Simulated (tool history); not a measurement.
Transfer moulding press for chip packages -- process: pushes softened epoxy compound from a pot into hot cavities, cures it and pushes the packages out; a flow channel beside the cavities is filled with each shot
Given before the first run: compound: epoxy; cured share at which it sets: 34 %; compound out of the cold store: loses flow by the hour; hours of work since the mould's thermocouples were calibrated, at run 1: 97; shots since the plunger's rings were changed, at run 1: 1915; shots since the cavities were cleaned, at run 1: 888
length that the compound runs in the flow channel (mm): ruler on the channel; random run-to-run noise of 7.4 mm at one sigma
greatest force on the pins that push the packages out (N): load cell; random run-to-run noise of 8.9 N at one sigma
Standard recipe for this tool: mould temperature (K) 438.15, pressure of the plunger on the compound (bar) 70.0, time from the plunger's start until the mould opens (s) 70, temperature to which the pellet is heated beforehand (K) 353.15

run	hour	mould temperature (K)	pressure of the plunger on the compound (bar)	time from the plunger's start until the mould opens (s)	temperature to which the pellet is heated beforehand (K)	hours of work since the mould's thermocouples were calibrated	shots since the plunger's rings were changed	shots since the cavities were cleaned	incoming compound's hours out of the cold store	length that the compound runs in the flow channel (mm)	greatest force on the pins that push the packages out (N)
1	0.0	438.15	70.0	70	353.15	97	1915	888	30.5	770	675
# hour 10.9: cavities cleaned with cleaning compound and waxed
2	39.2	438.15	70.0	70	353.15	122	2533	465	11.2	814	613
3	69.7	438.15	70.0	70	353.15	142	3034	966	43.9	717	673
# hour 77.8: cavities cleaned with cleaning compound and waxed
4	115.4	438.15	70.0	70	353.15	171	3759	616	28.7	743	651
5	140.2	443.15	70.0	70	353.15	187	4167	1024	33.2	721	594
# hour 145.3: cavities cleaned with cleaning compound and waxed
6	188.2	443.15	70.0	70	353.15	217	4929	703	19.0	743	552
# hour 212.1: cavities cleaned with cleaning compound and waxed
7	230.7	438.15	55.8	70	353.15	244	5603	305	40.1	613	538
8	270.8	439.15	70.0	70	353.15	270	6261	963	24.5	709	673
# hour 278.5: cavities cleaned with cleaning compound and waxed
# hour 299.6: plunger's sealing rings changed
9	317.0	438.15	70.0	70	353.15	298	287	591	38.2	786	641
# hour 346.4: cavities cleaned with cleaning compound and waxed
10	346.8	438.15	70.0	86	353.15	317	751	6	11.3	838	351
# hour 351.4: mould's thermocouples calibrated
11	395.3	438.15	70.0	86	353.15	29	1514	769	39.1	762	575
# hour 414.2: cavities cleaned with cleaning compound and waxed
12	435.5	438.15	70.0	86	353.15	54	2150	350	42.1	751	482
13	469.0	438.15	70.0	86	353.15	76	2700	900	43.3	736	582
# hour 478.8: cavities cleaned with cleaning compound and waxed
14	497.0	438.15	70.0	70	353.15	93	3134	298	20.7	766	551
15	530.4	442.15	70.0	70	353.15	115	3682	846	26.7	753	600
# hour 544.5: cavities cleaned with cleaning compound and waxed
# hour 550.3: mould's thermocouples calibrated, once more
16	575.9	432.15	70.0	82	353.15	17	4372	483	21.4	774	638
# hour 612.8: cavities cleaned with cleaning compound and waxed
17	618.5	432.15	70.0	82	353.15	44	5046	92	26.4	742	464
18	663.5	438.15	70.0	57	345.15	73	5785	831	30.0	708	990
# hour 679.6: cavities cleaned with cleaning compound and waxed
19	683.9	432.15	70.0	70	360.15	86	6096	71	23.6	730	635
# hour 722.2: plunger's sealing rings changed
20	725.0	436.15	67.3	70	356.15	111	44	703	18.6	823	698
# hour 746.6: cavities cleaned with cleaning compound and waxed
21	746.6	436.15	67.3	70	356.15	124	374	0	14.9	825	444
22	790.4	438.15	82.9	99	347.15	153	1094	720	26.6	857	533
# hour 812.1: cavities cleaned with cleaning compound and waxed
23	835.1	438.15	63.0	57	347.15	181	1803	378	8.7	789	961
24	867.9	432.15	57.2	69	360.15	202	2341	916	24.3	719	1002
# hour 879.4: cavities cleaned with cleaning compound and waxed
25	897.3	444.15	57.2	107	360.15	221	2799	294	10.4	719	460
26	932.1	434.15	69.3	70	353.15	244	3371	866	15.5	795	846
# hour 943.6: cavities cleaned with cleaning compound and waxed
27	963.6	434.15	69.3	70	353.15	263	3862	328	39.6	725	689

Forecast each of these 4 alternatives for the next run:
A	983.0	433.15	74.2	105	353.15	276	4182	648	39.8	?	?
B	983.0	443.15	58.4	87	353.15	276	4182	648	31.3	?	?
C	983.0	446.15	81.2	82	353.15	276	4182	648	31.1	?	?
D	983.0	437.15	78.8	70	356.15	276	4182	648	15.7	?	?

run	length that the compound runs in the flow channel (mm)	greatest force on the pins that push the packages out (N)
A	745	550
B	654	526
C	778	553
D	825	691
Take away the tool's hidden state, keep each run's random variation, and the runs would have read:
run	length that the compound runs in the flow channel (mm)	greatest force on the pins that push the packages out (N)
A	814	339
B	715	326
C	849	344
D	901	412
